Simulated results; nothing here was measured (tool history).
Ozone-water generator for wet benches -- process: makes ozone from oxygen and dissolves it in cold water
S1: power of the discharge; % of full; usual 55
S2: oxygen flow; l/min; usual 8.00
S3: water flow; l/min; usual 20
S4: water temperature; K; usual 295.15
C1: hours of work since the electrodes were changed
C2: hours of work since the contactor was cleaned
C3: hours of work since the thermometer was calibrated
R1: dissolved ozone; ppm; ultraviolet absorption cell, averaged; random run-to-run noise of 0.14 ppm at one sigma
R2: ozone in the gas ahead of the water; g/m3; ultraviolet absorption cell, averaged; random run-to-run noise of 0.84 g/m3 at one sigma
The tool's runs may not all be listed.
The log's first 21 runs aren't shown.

run,hour,S1,S2,S3,S4,C1,C2,C3,R1,R2
22,1006.8,55,6.55,20,292.15,1303,1865,2217,17.0,142.7
23,1047.4,80,8.00,26,292.15,1341,1904,2255,18.1,171.1
24,1084.1,52,13.99,20,295.15,1376,1938,2290,14.8,99.1
25,1119.7,52,13.99,20,295.15,1409,1971,2323,15.0,98.5
26,1155.5,86,4.29,20,290.15,1443,2005,2357,23.1,235.5
27,1221.6,86,4.29,22,290.15,1505,2067,2419,20.7,234.1
28,1284.0,86,4.29,22,290.15,1564,2126,2478,20.9,234.2
29,1343.5,86,4.29,22,290.15,1620,2182,2534,20.8,234.2
30,1376.7,65,8.00,15,291.15,1651,2213,2565,23.7,144.6
31,1440.1,55,4.10,20,295.15,1711,2273,2625,15.2,172.3
32,1497.0,55,4.10,20,295.15,1764,2326,2678,15.3,173.9
33,1528.5,45,8.00,20,295.15,1794,2356,2708,13.7,113.2
34,1571.7,45,8.00,20,295.15,1834,2397,2748,13.9,112.7

Consider 3 possible next runs. They are alternatives, not a sequence: every one starts from the tool as it was left by run 34. What does each give?
A,1619.1,42,4.86,20,295.15,1879,2441,2793,?,?
B,1619.1,55,5.40,25,298.15,1879,2441,2793,?,?
C,1619.1,81,8.87,20,288.15,1879,2441,2793,?,?

run,R1,R2
A,12.8,133.7
B,12.4,153.5
C,23.6,163.3
What these runs would have given with no unlogged condition in the tool:
run,R1,R2
A,13.9,138.6
B,13.6,161.1
C,26.2,174.2

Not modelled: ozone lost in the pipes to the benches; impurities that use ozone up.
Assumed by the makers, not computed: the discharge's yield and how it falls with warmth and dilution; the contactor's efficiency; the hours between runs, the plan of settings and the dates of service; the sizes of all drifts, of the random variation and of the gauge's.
